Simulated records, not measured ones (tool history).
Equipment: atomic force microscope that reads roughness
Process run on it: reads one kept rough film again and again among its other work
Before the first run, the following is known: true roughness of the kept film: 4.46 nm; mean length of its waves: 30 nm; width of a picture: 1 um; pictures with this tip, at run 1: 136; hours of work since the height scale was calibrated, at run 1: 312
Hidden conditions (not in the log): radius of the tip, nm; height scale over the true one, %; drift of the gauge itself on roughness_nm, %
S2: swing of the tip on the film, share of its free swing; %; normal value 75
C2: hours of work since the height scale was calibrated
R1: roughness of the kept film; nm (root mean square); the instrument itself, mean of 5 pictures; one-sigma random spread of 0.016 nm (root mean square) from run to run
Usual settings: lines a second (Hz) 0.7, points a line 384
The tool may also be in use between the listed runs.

Run 1, hour 0: usual settings; pictures with this tip 136; C2 312. Result: R1 3.264 nm (root mean square).
Run 2, hour 31.9: usual settings; pictures with this tip 186; C2 332. Result: R1 3.081 nm (root mean square).
Run 3, hour 57.2: usual settings but S2 76 %; pictures with this tip 226; C2 347. Result: R1 2.969 nm (root mean square).
Run 4, hour 77.9: usual settings; pictures with this tip 258; C2 360. Result: R1 2.866 nm (root mean square).
At hour 98: new tip fitted.
Run 5, hour 110.2: usual settings but lines a second (Hz) 0.942; pictures with this tip 19; C2 379. Result: R1 3.647 nm (root mean square).
Run 6, hour 146: usual settings but lines a second (Hz) 0.942; pictures with this tip 75; C2 401. Result: R1 3.405 nm (root mean square).
Run 7, hour 176: usual settings but lines a second (Hz) 0.942; pictures with this tip 121; C2 419. Result: R1 3.21 nm (root mean square).
Run 8, hour 202: usual settings but lines a second (Hz) 0.942, points a line 464; pictures with this tip 162; C2 435. Result: R1 3.089 nm (root mean square).
Run 9, hour 233.6: usual settings but lines a second (Hz) 0.942, points a line 464; pictures with this tip 211; C2 455. Result: R1 2.952 nm (root mean square).
Run 10, hour 262.2: usual settings but S2 63 %; pictures with this tip 256; C2 472. Result: R1 2.934 nm (root mean square).
At hour 284.1: new tip fitted.
Run 11, hour 296: usual settings but S2 63 %; pictures with this tip 18; C2 492. Result: R1 3.772 nm (root mean square).
Run 12, hour 329.6: usual settings; pictures with this tip 71; C2 513. Result: R1 3.486 nm (root mean square).
Run 13, hour 361.2: usual settings; pictures with this tip 120; C2 532. Result: R1 3.293 nm (root mean square).
Run 14, hour 385.3: usual settings; pictures with this tip 158; C2 547. Result: R1 3.172 nm (root mean square).
Run 15, hour 414: usual settings; pictures with this tip 203; C2 564. Result: R1 3.043 nm (root mean square).
At hour 417.7: height scale calibrated on a step standard.
Run 16, hour 444.1: usual settings; pictures with this tip 248; C2 16. Result: R1 2.94 nm (root mean square).
Run 17, hour 460: usual settings but lines a second (Hz) 0.686, S2 57 %, points a line 548; pictures with this tip 273; C2 26. Result: R1 2.919 nm (root mean square).
At hour 469.4: new tip fitted.
Run 18, hour 496: usual settings but lines a second (Hz) 0.835, S2 78 %, points a line 842; pictures with this tip 42; C2 47. Result: R1 3.584 nm (root mean square).
Run 19, hour 531.5: usual settings but lines a second (Hz) 1.147, S2 78 %, points a line 842; pictures with this tip 97; C2 69. Result: R1 3.272 nm (root mean square).
At hour 546.5: height scale calibrated on a step standard, once more.
Run 20, hour 557.3: usual settings but lines a second (Hz) 3.127, S2 85 %, points a line 602; pictures with this tip 136; C2 7. Result: R1 2.578 nm (root mean square).
Run 21, hour 579.4: usual settings but lines a second (Hz) 1.928, S2 56 %, points a line 602; pictures with this tip 171; C2 20. Result: R1 3.129 nm (root mean square).
Run 22, hour 606.2: usual settings but lines a second (Hz) 0.942, S2 78 %, points a line 359; pictures with this tip 212; C2 36. Result: R1 2.87 nm (root mean square).
Run 23, hour 636.5: usual settings but lines a second (Hz) 0.975, S2 69 %, points a line 995; pictures with this tip 260; C2 55. Result: R1 2.862 nm (root mean square).
At hour 654.7: new tip fitted.
Run 24, hour 654.7: usual settings but points a line 615; pictures with this tip 0; C2 66. Result: R1 3.765 nm (root mean square).

Branching from run 24: 5 alternative next runs. What would each branch give?
Run A, hour 687.1: usual settings but lines a second (Hz) 0.737, S2 77 %; pictures with this tip 51; C2 86. Result: R1 ?.
Run B, hour 687.1: usual settings but S2 72 %; pictures with this tip 51; C2 86. Result: R1 ?.
Run C, hour 687.1: usual settings but lines a second (Hz) 1.352, points a line 615; pictures with this tip 51; C2 86. Result: R1 ?.
Run D, hour 687.1: usual settings but lines a second (Hz) 1.874, points a line 665; pictures with this tip 51; C2 86. Result: R1 ?.
Run E, hour 687.1: usual settings but S2 72 %; pictures with this tip 51; C2 86. Result: R1 ?.

run     R1
  A  3.458
  B  3.538
  C   3.42
  D    3.3
  E    3.5
Stripped of hidden state, with their random variation kept, the same runs would have yielded:
run     R1
  A    3.7
  B  3.785
  C  3.659
  D  3.531
  E  3.745
